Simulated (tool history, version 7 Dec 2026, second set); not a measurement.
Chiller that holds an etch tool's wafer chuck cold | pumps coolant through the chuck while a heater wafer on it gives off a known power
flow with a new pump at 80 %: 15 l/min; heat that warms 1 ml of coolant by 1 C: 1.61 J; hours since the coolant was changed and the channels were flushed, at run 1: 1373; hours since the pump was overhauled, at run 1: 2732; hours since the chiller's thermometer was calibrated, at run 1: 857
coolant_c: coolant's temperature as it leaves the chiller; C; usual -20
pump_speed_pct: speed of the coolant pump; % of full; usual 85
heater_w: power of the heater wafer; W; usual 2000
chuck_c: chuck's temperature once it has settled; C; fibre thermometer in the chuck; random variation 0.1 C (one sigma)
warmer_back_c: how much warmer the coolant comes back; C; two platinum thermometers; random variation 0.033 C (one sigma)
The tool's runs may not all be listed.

run	hour	coolant_c	pump_speed_pct	heater_w	hours since the coolant was changed and the channels were flushed	hours since the pump was overhauled	hours since the chiller's thermometer was calibrated	chuck_c	warmer_back_c
1	0.0	-20	85	2000	1373	2732	857	0.6	4.64
2	119.1	-20	85	2000	1492	2851	976	0.7	4.71
3	194.6	-20	85	2000	1567	2926	1052	0.9	4.65
4	279.7	-20	74	2000	1653	3011	1137	2.8	5.41
5	417.3	-20	74	2000	1790	3149	1275	2.6	5.42
6	496.4	-20	74	2000	1869	3228	1354	2.8	5.45
7	625.2	-22	67	2000	1998	3357	1482	2.5	6.16
8	738.3	-22	67	2000	2111	3470	1595	2.5	6.13
9	858.6	-20	76	2000	2232	3590	1716	2.4	5.29
10	952.0	-20	76	2000	2325	3684	1809	2.3	5.38
11	1061.9	-22	70	1011	2435	3794	1919	-10.0	3.02
12	1223.2	-19	61	1009	2596	3955	2080	-5.7	3.53

Forecast each of these 5 alternatives for the next run:
A	1297.4	-20	85	1849	2670	4029	2155	?	?
B	1297.4	-19	79	2076	2670	4029	2155	?	?
C	1297.4	-19	72	1331	2670	4029	2155	?	?
D	1297.4	-19	61	1141	2670	4029	2155	?	?
E	1297.4	-20	86	2449	2670	4029	2155	?	?

run	chuck_c	warmer_back_c
A	-0.7	4.45
B	3.6	5.39
C	-3.5	3.85
D	-4.0	3.99
E	5.4	5.74
Without the tool's hidden state the same runs would have given:
run	chuck_c	warmer_back_c
A	-0.7	4.30
B	3.5	5.24
C	-3.5	3.69
D	-4.0	3.84
E	5.3	5.59

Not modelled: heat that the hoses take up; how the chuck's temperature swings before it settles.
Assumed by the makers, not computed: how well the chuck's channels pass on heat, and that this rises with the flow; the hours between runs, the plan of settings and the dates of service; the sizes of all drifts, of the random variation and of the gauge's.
